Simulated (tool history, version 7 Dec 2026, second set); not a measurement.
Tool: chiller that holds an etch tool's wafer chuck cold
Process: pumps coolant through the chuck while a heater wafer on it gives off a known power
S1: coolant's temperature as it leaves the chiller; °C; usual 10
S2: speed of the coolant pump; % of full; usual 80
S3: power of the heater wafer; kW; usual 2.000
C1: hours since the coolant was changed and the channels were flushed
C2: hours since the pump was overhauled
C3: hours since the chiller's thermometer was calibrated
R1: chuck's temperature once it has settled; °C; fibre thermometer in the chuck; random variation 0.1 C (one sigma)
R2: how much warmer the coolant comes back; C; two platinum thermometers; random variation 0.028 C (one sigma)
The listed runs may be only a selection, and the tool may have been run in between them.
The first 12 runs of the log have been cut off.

{"run": 13, "hour": 431.4, "S1": 10, "S2": 80, "S3": 2.0, "C1": 2677, "C2": 1260, "C3": 254, "R1": 24.7, "R2": 5.05}
{"run": 14, "hour": 473.0, "S1": 10, "S2": 80, "S3": 2.0, "C1": 2719, "C2": 1302, "C3": 296, "R1": 24.5, "R2": 5.17}
{"run": 15, "hour": 502.6, "S1": 10, "S2": 80, "S3": 2.0, "C1": 2749, "C2": 1331, "C3": 326, "R1": 24.7, "R2": 5.12}
{"run": 16, "hour": 544.3, "S1": 10, "S2": 80, "S3": 2.0, "C1": 2790, "C2": 1373, "C3": 367, "R1": 24.6, "R2": 5.16}
{"run": 17, "hour": 565.8, "S1": 18, "S2": 80, "S3": 1.577, "C1": 2812, "C2": 1395, "C3": 389, "R1": 29.7, "R2": 4.12}
{"run": 18, "hour": 615.7, "S1": 5, "S2": 74, "S3": 1.577, "C1": 2862, "C2": 1444, "C3": 439, "R1": 17.5, "R2": 4.39}
{"run": 19, "hour": 637.1, "S1": 15, "S2": 80, "S3": 2.524, "C1": 2883, "C2": 1466, "C3": 460, "R1": 33.4, "R2": 6.51}
{"run": 20, "hour": 666.9, "S1": 1, "S2": 80, "S3": 1.338, "C1": 2913, "C2": 1496, "C3": 490, "R1": 10.9, "R2": 3.45}
{"run": 21, "hour": 712.3, "S1": 10, "S2": 81, "S3": 2.188, "C1": 2958, "C2": 1541, "C3": 535, "R1": 26.1, "R2": 5.59}
{"run": 22, "hour": 751.3, "S1": 1, "S2": 79, "S3": 2.0, "C1": 2997, "C2": 1580, "C3": 574, "R1": 16.0, "R2": 5.23}
{"run": 23, "hour": 775.5, "S1": 1, "S2": 79, "S3": 2.0, "C1": 3022, "C2": 1604, "C3": 598, "R1": 15.8, "R2": 5.2}
{"run": 24, "hour": 796.9, "S1": 13, "S2": 79, "S3": 2.393, "C1": 3043, "C2": 1626, "C3": 620, "R1": 30.9, "R2": 6.27}
{"run": 25, "hour": 840.4, "S1": 5, "S2": 96, "S3": 2.393, "C1": 3086, "C2": 1669, "C3": 663, "R1": 20.2, "R2": 5.14}
{"run": 26, "hour": 865.7, "S1": 5, "S2": 96, "S3": 2.393, "C1": 3112, "C2": 1695, "C3": 689, "R1": 20.5, "R2": 5.2}
{"run": 27, "hour": 912.7, "S1": 10, "S2": 89, "S3": 2.558, "C1": 3159, "C2": 1741, "C3": 736, "R1": 27.6, "R2": 5.99}
{"run": 28, "hour": 963.5, "S1": 10, "S2": 89, "S3": 2.558, "C1": 3210, "C2": 1792, "C3": 786, "R1": 27.5, "R2": 6.04}
{"run": 29, "hour": 990.0, "S1": 7, "S2": 74, "S3": 2.326, "C1": 3236, "C2": 1819, "C3": 813, "R1": 25.6, "R2": 6.52}
{"run": 30, "hour": 1018.0, "S1": 10, "S2": 83, "S3": 2.551, "C1": 3264, "C2": 1847, "C3": 841, "R1": 28.7, "R2": 6.39}
{"run": 31, "hour": 1059.5, "S1": 10, "S2": 83, "S3": 2.551, "C1": 3306, "C2": 1888, "C3": 882, "R1": 28.7, "R2": 6.39}

Each row is a separate what-if for the run after 31, all from the same tool condition, not one after another. Results?
{"run": "A", "hour": 1081.6, "S1": 20, "S2": 80, "S3": 2.0, "C1": 3328, "C2": 1910, "C3": 905, "R1": "?", "R2": "?"}
{"run": "B", "hour": 1081.6, "S1": 10, "S2": 65, "S3": 2.551, "C1": 3328, "C2": 1910, "C3": 905, "R1": "?", "R2": "?"}
{"run": "C", "hour": 1081.6, "S1": 10, "S2": 77, "S3": 2.551, "C1": 3328, "C2": 1910, "C3": 905, "R1": "?", "R2": "?"}
{"run": "D", "hour": 1081.6, "S1": 1, "S2": 83, "S3": 1.047, "C1": 3328, "C2": 1910, "C3": 905, "R1": "?", "R2": "?"}

run=A R1=35.1 R2=5.21
run=B R1=33.1 R2=8.17
run=C R1=29.7 R2=6.86
run=D R1=8.7 R2=2.64
The same runs, with their run-to-run variation unchanged, on a tool lacking any hidden condition would have given:
run=A R1=33.3 R2=5.00
run=B R1=30.4 R2=7.83
run=C R1=27.4 R2=6.58
run=D R1=7.8 R2=2.53
